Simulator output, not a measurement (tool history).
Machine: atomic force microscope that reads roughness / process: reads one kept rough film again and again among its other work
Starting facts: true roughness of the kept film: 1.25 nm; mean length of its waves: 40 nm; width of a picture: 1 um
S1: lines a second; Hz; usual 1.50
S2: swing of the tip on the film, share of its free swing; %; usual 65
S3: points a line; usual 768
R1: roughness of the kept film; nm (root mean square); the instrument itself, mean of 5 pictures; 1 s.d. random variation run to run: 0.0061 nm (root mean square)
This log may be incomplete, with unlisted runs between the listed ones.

run	hour	S1	S2	S3	R1
1	0.0	1.50	65	768	1.173
2	28.5	1.50	65	768	1.151
3	59.8	1.50	65	768	1.135
4	81.8	1.50	65	768	1.140
5	112.1	1.50	65	768	1.129
6	125.7	1.50	65	768	1.129
7	155.0	1.50	65	768	1.115
8	168.2	1.50	76	768	1.070
9	193.7	1.50	76	768	1.059
# hour 218.1: new tip fitted
10	225.1	1.50	76	768	1.132
11	252.1	1.50	65	768	1.165
12	278.3	1.50	65	768	1.148
13	297.6	1.50	65	768	1.135
14	312.9	1.50	70	768	1.118
15	331.1	1.50	77	768	1.087
16	349.5	1.50	77	768	1.087
17	375.1	1.50	65	768	1.111
18	398.8	1.50	65	768	1.115
19	417.9	1.50	65	768	1.102
# hour 438.1: new tip fitted
20	438.1	1.50	65	768	1.184
21	454.1	1.14	65	768	1.159
22	483.5	1.50	65	768	1.158
23	501.7	1.50	65	768	1.146
24	522.2	1.50	65	492	1.142
25	538.2	2.29	65	492	1.109
26	552.3	2.44	65	812	1.098
# hour 555.7: height scale calibrated on a step standard
27	576.8	2.44	65	812	1.101
28	594.3	2.44	65	812	1.089
29	613.8	2.44	76	812	1.033
30	642.6	2.44	76	812	1.031
31	656.3	3.84	70	418	1.002
# hour 658.9: new tip fitted
32	676.5	1.27	58	666	1.190
33	699.0	1.27	58	666	1.184
# hour 716.6: height scale calibrated on a step standard, once more
34	718.0	1.27	58	666	1.160
35	742.5	1.37	65	275	1.136
36	761.4	2.86	56	409	1.117
37	780.3	2.80	69	454	1.054
38	800.9	2.80	69	454	1.046
39	821.2	2.80	69	454	1.034
40	844.2	3.85	59	603	1.059
41	869.7	0.77	70	265	1.086
# hour 880.7: new tip fitted
42	899.4	2.49	74	550	1.070
43	913.2	0.95	65	384	1.163
44	944.7	0.95	65	591	1.160
45	963.4	1.50	70	279	1.100
46	985.6	0.64	65	979	1.152

The same runs without the tool's hidden state, with the same run-to-run variation:
The hidden state here: radius of the tip, nm; height scale over the true one, %; drift of the gauge itself on roughness_nm, %.
run	R1
1	1.169
2	1.157
3	1.152
4	1.165
5	1.164
6	1.168
7	1.165
8	1.122
9	1.119
10	1.127
11	1.171
12	1.163
13	1.157
14	1.145
15	1.118
16	1.126
17	1.159
18	1.172
19	1.165
20	1.175
21	1.156
22	1.166
23	1.160
24	1.162
25	1.134
26	1.127
27	1.133
28	1.126
29	1.075
30	1.084
31	1.057
32	1.183
33	1.185
34	1.184
35	1.168
36	1.156
37	1.097
38	1.096
39	1.090
40	1.125
41	1.163
42	1.077
43	1.175
44	1.185
45	1.129
46	1.189

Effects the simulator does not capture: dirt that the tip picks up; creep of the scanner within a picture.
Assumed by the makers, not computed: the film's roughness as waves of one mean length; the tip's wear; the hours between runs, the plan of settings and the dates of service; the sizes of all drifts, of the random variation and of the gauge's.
